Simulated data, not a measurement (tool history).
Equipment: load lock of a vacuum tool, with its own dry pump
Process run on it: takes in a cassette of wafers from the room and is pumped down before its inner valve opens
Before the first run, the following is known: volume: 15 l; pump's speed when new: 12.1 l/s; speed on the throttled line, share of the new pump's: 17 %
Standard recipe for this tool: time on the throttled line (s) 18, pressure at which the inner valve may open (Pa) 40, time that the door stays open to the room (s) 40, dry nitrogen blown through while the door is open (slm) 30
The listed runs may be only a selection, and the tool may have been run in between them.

run,day,time on the throttled line (s),pressure at which the inner valve may open (Pa),time that the door stays open to the room (s),dry nitrogen blown through while the door is open (slm),"incoming humidity of the room's air, %",time from the closed door until the inner valve may open (s),rise of the pressure with all valves shut (Pa/min)
1,0,18,40,40,30,41.5,24.89,0.03
2,1.938,18,63,40,30,43.4,24.28,0.024
3,4.021,18,63,40,30,44.2,24.3,0.026
4,6.233,18,63,40,30,44.3,24.33,0.029
5,9.729,18,63,40,30,45.5,24.28,0.025
6,11.888,18,63,40,30,45.9,24.31,0.029
7,14.4,18,63,40,30,44.6,24.31,0.026
8,17.508,18,63,40,30,45.8,24.36,0.03
9,21.804,18,63,40,30,46.2,24.34,0.029
10,26.012,12,50,154,6,45.2,19.66,0.078
11,30.129,12,50,154,6,45.6,19.74,0.079
12,32.408,12,50,154,6,47.2,19.76,0.074
13,36.8,12,50,166,40,46.6,19.76,0.037

Here are 5 independent what-if runs from the current tool condition. What would each one return?
A,40.1,12,50,51,40,42.8,?,?
B,40.1,18,40,233,30,46.3,?,?
C,40.1,10,50,146,31,49.3,?,?
D,40.1,12,50,166,42,45.3,?,?
E,40.1,18,32,149,30,42.4,?,?

run,time from the closed door until the inner valve may open (s),rise of the pressure with all valves shut (Pa/min)
A,19.77,0.029
B,24.97,0.047
C,18.1,0.044
D,19.74,0.04
E,25.28,0.034
Had the tool no hidden state, the same runs would have come out as:
run,time from the closed door until the inner valve may open (s),rise of the pressure with all valves shut (Pa/min)
A,19.46,0.021
B,24.69,0.038
C,17.78,0.036
D,19.43,0.031
E,24.98,0.026

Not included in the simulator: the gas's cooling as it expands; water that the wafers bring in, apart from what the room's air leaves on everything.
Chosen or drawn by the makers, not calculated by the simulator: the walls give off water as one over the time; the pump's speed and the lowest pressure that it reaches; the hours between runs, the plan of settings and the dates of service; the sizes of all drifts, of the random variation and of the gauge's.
